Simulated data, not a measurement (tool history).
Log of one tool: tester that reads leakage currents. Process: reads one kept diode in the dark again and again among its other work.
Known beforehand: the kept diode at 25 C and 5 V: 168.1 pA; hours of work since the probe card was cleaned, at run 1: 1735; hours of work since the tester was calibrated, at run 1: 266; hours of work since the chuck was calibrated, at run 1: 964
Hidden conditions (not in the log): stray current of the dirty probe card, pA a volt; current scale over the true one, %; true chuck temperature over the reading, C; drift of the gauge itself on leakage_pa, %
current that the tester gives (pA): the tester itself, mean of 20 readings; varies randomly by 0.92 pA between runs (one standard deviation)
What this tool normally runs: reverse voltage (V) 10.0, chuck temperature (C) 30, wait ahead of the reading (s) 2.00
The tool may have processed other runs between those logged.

run     day  reverse voltage (V)  chuck temperature (C)  wait ahead of the reading (s)  hours of work since the probe card was cleaned  hours of work since the tester was calibrated  hours of work since the chuck was calibrated  current that the tester gives (pA)
  1   0.000                 10.0                     30                           2.00                                            1735                                            266                                           964                              317.81
  2   1.379                 10.0                     30                           2.00                                            1749                                            280                                           979                              318.82
  3   3.033                 10.0                     30                           2.00                                            1767                                            298                                           996                              316.35
  4   4.425                 10.0                     36                           2.00                                            1781                                            313                                          1011                              488.22
  5   6.354                 10.0                     36                           2.00                                            1802                                            333                                          1031                              485.05
  6   8.025                 10.0                     30                           2.00                                            1819                                            351                                          1049                              316.52
  7   9.000                 10.0                     30                           2.00                                            1830                                            361                                          1059                              317.29
  8  10.246                 10.0                     30                           2.00                                            1843                                            374                                          1072                              317.54
  9  11.650                 10.0                     30                           2.00                                            1857                                            389                                          1087                              316.80
 10  12.779                 10.0                     30                           4.08                                            1869                                            401                                          1099                              318.66
 11  14.712                  3.3                     30                           2.00                                            1890                                            421                                          1120                              221.05
 12  16.704                  3.3                     30                           2.00                                            1911                                            442                                          1141                              221.16
 13  18.375                  3.3                     30                           2.00                                            1928                                            460                                          1158                              222.16
 14  20.212                  3.3                     30                           2.00                                            1948                                            479                                          1178                              220.88
 15  21.425                 10.0                     30                           2.00                                            1961                                            492                                          1190                              318.68
 16  22.329                 10.0                     50                           2.00                                            1970                                            501                                          1200                             1277.26
 17  24.025                  1.7                     30                           2.00                                            1988                                            519                                          1218                              178.93
 18  25.379                 10.0                     30                           1.52                                            2002                                            534                                          1232                              317.52
 19  26.550                 10.0                     30                           1.52                                            2015                                            546                                          1244                              319.81
 20  28.008                 10.0                     29                           0.74                                            2030                                            561                                          1260                              296.91
 21  29.004                  3.6                     30                           2.00                                            2040                                            572                                          1270                              228.42
 22  30.350                 10.0                     48                           2.00                                            2055                                            586                                          1285                             1116.06
 23  31.488                 10.0                     48                           2.00                                            2067                                            598                                          1297                             1122.62
 24  33.425                 10.0                     52                           2.00                                            2087                                            619                                          1317                             1454.79
 25  34.346                  6.5                     46                           9.11                                            2097                                            628                                          1327                              854.68
 26  35.958                  2.3                     38                           9.11                                            2114                                            645                                          1344                              351.25
 27  37.858                 18.0                     30                           5.36                                            2134                                            665                                          1364                              387.71
 28  39.288                  4.6                     56                           0.84                                            2149                                            680                                          1379                             1465.24
 29  41.158                  4.6                     56                           0.84                                            2169                                            700                                          1399                             1467.69
 30  42.175                  6.3                     59                           3.72                                            2179                                            711                                          1409                             1946.75
 31  43.479                  6.3                     59                           3.72                                            2193                                            725                                          1423                             1950.26
     44.317  -- chuck's temperature calibrated
 32  45.142                 16.3                     30                           1.39                                            2210                                            741                                             9                              360.18

Measured result minus the same run's result without the hidden state. Both carry the same run-to-run variation, though not necessarily the same gauge scatter:
run  current that the tester gives (pA)
  1                               +8.40
  2                               +8.60
  3                               +8.73
  4                              +12.61
  5                              +12.84
  6                               +9.32
  7                               +9.45
  8                               +9.61
  9                               +9.78
 10                               +9.98
 11                               +6.58
 12                               +6.74
 13                               +6.91
 14                               +7.02
 15                              +11.03
 16                              +35.79
 17                               +5.80
 18                              +11.44
 19                              +11.65
 20                              +11.15
 21                               +8.02
 22                              +34.63
 23                              +35.27
 24                              +45.06
 25                              +27.80
 26                              +12.13
 27                              +16.70
 28                              +46.11
 29                              +47.03
 30                              +61.91
 31                              +62.84
 32                               +0.64
